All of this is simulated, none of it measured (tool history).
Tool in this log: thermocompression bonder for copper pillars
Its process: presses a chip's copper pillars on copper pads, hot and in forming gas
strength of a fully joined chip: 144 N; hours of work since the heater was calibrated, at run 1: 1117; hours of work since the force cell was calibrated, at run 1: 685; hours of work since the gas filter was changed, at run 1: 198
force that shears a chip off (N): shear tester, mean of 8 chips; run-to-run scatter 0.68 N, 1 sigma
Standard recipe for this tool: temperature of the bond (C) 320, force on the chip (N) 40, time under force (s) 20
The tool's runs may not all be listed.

| run | hour | temperature of the bond (C) | force on the chip (N) | time under force (s) | hours of work since the heater was calibrated | hours of work since the force cell was calibrated | hours of work since the gas filter was changed | force that shears a chip off (N) |
|---|---|---|---|---|---|---|---|---|
| 1 | 0.0 | 320 | 40 | 20 | 1117 | 685 | 198 | 104.1 |
| 2 | 56.2 | 320 | 40 | 20 | 1141 | 709 | 221 | 105.9 |
| 3 | 113.1 | 320 | 40 | 20 | 1165 | 733 | 245 | 105.7 |
| 4 | 140.5 | 320 | 40 | 20 | 1176 | 744 | 257 | 106.1 |
| 5 | 175.6 | 320 | 25 | 20 | 1191 | 759 | 272 | 80.0 |
| 6 | 211.7 | 320 | 25 | 20 | 1206 | 774 | 287 | 79.8 |
| 7 | 244.6 | 320 | 40 | 57 | 1220 | 788 | 301 | 126.5 |
| 8 | 274.3 | 324 | 40 | 57 | 1233 | 801 | 313 | 129.8 |
| 9 | 312.2 | 320 | 40 | 20 | 1249 | 817 | 329 | 104.8 |
| 10 | 351.1 | 320 | 43 | 20 | 1265 | 833 | 345 | 107.2 |
| 11 | 397.5 | 296 | 40 | 20 | 1284 | 853 | 365 | 86.4 |
| 12 | 445.1 | 320 | 40 | 13 | 1305 | 873 | 385 | 94.1 |
| 13 | 475.2 | 320 | 40 | 13 | 1317 | 885 | 398 | 93.7 |
| 14 | 503.8 | 320 | 40 | 53 | 1329 | 897 | 410 | 126.9 |
|  | 515.5 | force cell calibrated |
| 15 | 548.2 | 320 | 40 | 17 | 1347 | 14 | 428 | 100.9 |
| 16 | 599.8 | 320 | 40 | 17 | 1369 | 35 | 449 | 102.2 |
|  | 610.9 | forming gas filter changed |
| 17 | 656.7 | 320 | 40 | 17 | 1393 | 59 | 19 | 101.6 |
|  | 691.7 | heater calibrated with a thermocouple chip |
| 18 | 716.7 | 320 | 40 | 17 | 11 | 84 | 44 | 101.1 |
| 19 | 751.1 | 320 | 40 | 20 | 25 | 98 | 58 | 105.1 |
| 20 | 789.9 | 342 | 40 | 20 | 41 | 114 | 74 | 118.5 |
| 21 | 855.0 | 342 | 40 | 20 | 69 | 142 | 102 | 119.8 |

What does the tool deliver on the next run?
| 22 | 910.3 | 333 | 56 | 20 | 92 | 165 | 125 | ? |

force that shears a chip off (N): 128.3
With no hidden state in the tool, this same run would have given force that shears a chip off (N) 128.4.

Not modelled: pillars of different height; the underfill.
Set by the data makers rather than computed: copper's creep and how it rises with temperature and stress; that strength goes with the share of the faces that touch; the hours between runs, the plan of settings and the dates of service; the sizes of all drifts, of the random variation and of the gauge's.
